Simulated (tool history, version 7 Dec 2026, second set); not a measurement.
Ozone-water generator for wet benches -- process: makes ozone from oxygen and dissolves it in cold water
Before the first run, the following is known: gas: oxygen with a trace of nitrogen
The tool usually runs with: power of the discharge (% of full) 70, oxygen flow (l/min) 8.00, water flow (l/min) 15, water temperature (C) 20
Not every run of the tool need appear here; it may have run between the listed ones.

| run | hour | power of the discharge (% of full) | oxygen flow (l/min) | water flow (l/min) | water temperature (C) | dissolved ozone (ppm) | ozone in the gas ahead of the water (g/m3) |
|---|---|---|---|---|---|---|---|
| 1 | 0.0 | 70 | 8.00 | 15 | 20 | 22.3 | 187.3 |
| 2 | 174.9 | 70 | 8.00 | 15 | 20 | 22.4 | 187.6 |
| 3 | 255.2 | 70 | 8.00 | 16 | 20 | 21.5 | 186.6 |
| 4 | 345.1 | 70 | 8.75 | 15 | 20 | 21.7 | 177.9 |
| 5 | 511.3 | 70 | 8.75 | 15 | 20 | 21.4 | 176.3 |
| 6 | 676.8 | 70 | 8.75 | 15 | 20 | 21.2 | 175.1 |
| 7 | 858.9 | 70 | 8.00 | 15 | 20 | 21.6 | 182.8 |
| 8 | 952.3 | 70 | 6.98 | 15 | 20 | 22.2 | 196.2 |
| 9 | 1125.3 | 70 | 8.00 | 9 | 20 | 27.3 | 183.1 |
| 10 | 1231.5 | 70 | 8.00 | 15 | 20 | 21.5 | 184.3 |
| 11 | 1394.0 | 70 | 8.00 | 15 | 20 | 21.5 | 181.9 |
|  | 1408.8 | water thermometer calibrated |
| 12 | 1501.6 | 70 | 8.00 | 15 | 20 | 21.3 | 181.8 |
| 13 | 1665.3 | 70 | 8.00 | 9 | 20 | 27.1 | 182.8 |
| 14 | 1779.1 | 70 | 8.00 | 15 | 20 | 21.2 | 179.1 |
|  | 1809.1 | water thermometer calibrated, once more |
| 15 | 1863.2 | 70 | 8.00 | 15 | 20 | 21.2 | 180.0 |
| 16 | 1965.9 | 70 | 8.00 | 15 | 20 | 21.2 | 180.4 |
| 17 | 2109.5 | 47 | 14.18 | 15 | 13 | 17.6 | 104.9 |
| 18 | 2269.7 | 45 | 5.71 | 15 | 27 | 15.2 | 169.8 |
| 19 | 2405.9 | 45 | 5.71 | 13 | 23 | 17.8 | 167.8 |
| 20 | 2496.0 | 82 | 8.00 | 21 | 20 | 18.5 | 191.9 |
| 21 | 2636.1 | 82 | 8.00 | 21 | 20 | 18.5 | 192.6 |
| 22 | 2810.2 | 82 | 4.78 | 10 | 26 | 26.8 | 253.7 |
| 23 | 2934.5 | 68 | 4.63 | 15 | 17 | 22.7 | 235.2 |
| 24 | 3094.9 | 63 | 4.14 | 10 | 24 | 25.1 | 238.3 |
| 25 | 3176.0 | 83 | 8.00 | 15 | 20 | 22.5 | 192.4 |
| 26 | 3325.5 | 70 | 8.00 | 15 | 15 | 22.5 | 173.6 |
| 27 | 3413.6 | 70 | 8.00 | 15 | 15 | 22.5 | 173.6 |
| 28 | 3558.1 | 70 | 8.00 | 15 | 15 | 22.3 | 172.7 |
| 29 | 3657.8 | 59 | 8.00 | 15 | 20 | 18.5 | 159.2 |
| 30 | 3775.6 | 70 | 5.77 | 15 | 20 | 21.3 | 208.2 |

4 options for the next run, each taken on its own from the tool as it stands now. Forecast them:
| A | 3880.7 | 88 | 4.07 | 13 | 20 | ? | ? |
| B | 3880.7 | 70 | 8.00 | 15 | 20 | ? | ? |
| C | 3880.7 | 70 | 5.30 | 15 | 20 | ? | ? |
| D | 3880.7 | 70 | 8.24 | 15 | 20 | ? | ? |

| run | dissolved ozone (ppm) | ozone in the gas ahead of the water (g/m3) |
|---|---|---|
| A | 26.9 | 283.9 |
| B | 20.1 | 171.7 |
| C | 21.4 | 216.0 |
| D | 19.8 | 168.4 |
Stripped of hidden state, with their random variation kept, the same runs would have yielded:
| run | dissolved ozone (ppm) | ozone in the gas ahead of the water (g/m3) |
|---|---|---|
| A | 32.9 | 330.7 |
| B | 24.2 | 196.7 |
| C | 25.7 | 247.3 |
| D | 23.8 | 193.0 |
